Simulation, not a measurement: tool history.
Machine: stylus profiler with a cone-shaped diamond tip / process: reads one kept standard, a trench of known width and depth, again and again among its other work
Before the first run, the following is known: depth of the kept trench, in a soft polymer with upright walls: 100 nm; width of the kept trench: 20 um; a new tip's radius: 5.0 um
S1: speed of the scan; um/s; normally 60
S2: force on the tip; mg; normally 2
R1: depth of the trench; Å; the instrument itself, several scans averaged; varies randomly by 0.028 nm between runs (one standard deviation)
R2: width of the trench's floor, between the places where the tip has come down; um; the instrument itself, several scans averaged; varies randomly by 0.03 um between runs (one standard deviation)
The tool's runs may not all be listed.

run   hour   S1    S2      R1     R2
  1      0   60     2  1008.4  17.62
  2   43.1   60     2  1008.5   17.6
  3   93.8   60     2  1008.8  17.53
  4  128.3   60  0.98  1005.7  17.39
  5  181.3   60  0.98  1005.7  17.38
  6  227.8   60  1.56  1007.8  17.44
     231.1  -- height scale calibrated on a step standard
  7  259.1   60     2  1009.2  17.54
  8  302.9   60     2  1009.3  17.51
  9  337.5   60  0.87    1006  17.34
 10    364  237   5.7  1017.8  17.05
 11  397.6  139  3.85  1013.9  17.26
     406.5  -- height scale calibrated on a step standard, once more
 12  438.5  224  1.96  1008.3  16.59
 13  487.2  224  1.96  1008.4  16.63
 14  526.2  224  1.96  1008.5  16.56
 15  579.3  224  1.96  1008.6  16.56
 16  604.6   60  2.82  1011.1  17.44

Each row is a separate what-if for the run after 16, all from the same tool condition, not one after another. Results?
  A  639.6  228  0.87   ?   ?
  B  639.6   39  4.59   ?   ?
  C  639.6  116  2.82   ?   ?
  D  639.6   36  4.82   ?   ?

run      R1     R2
  A  1004.8  15.97
  B  1014.7  17.51
  C  1010.8  17.17
  D  1015.3  17.54
The same runs, with their run-to-run variation unchanged, on a tool lacking any hidden condition would have given:
run      R1     R2
  A  1004.5  16.31
  B  1014.5  17.85
  C  1010.5  17.51
  D    1015  17.88
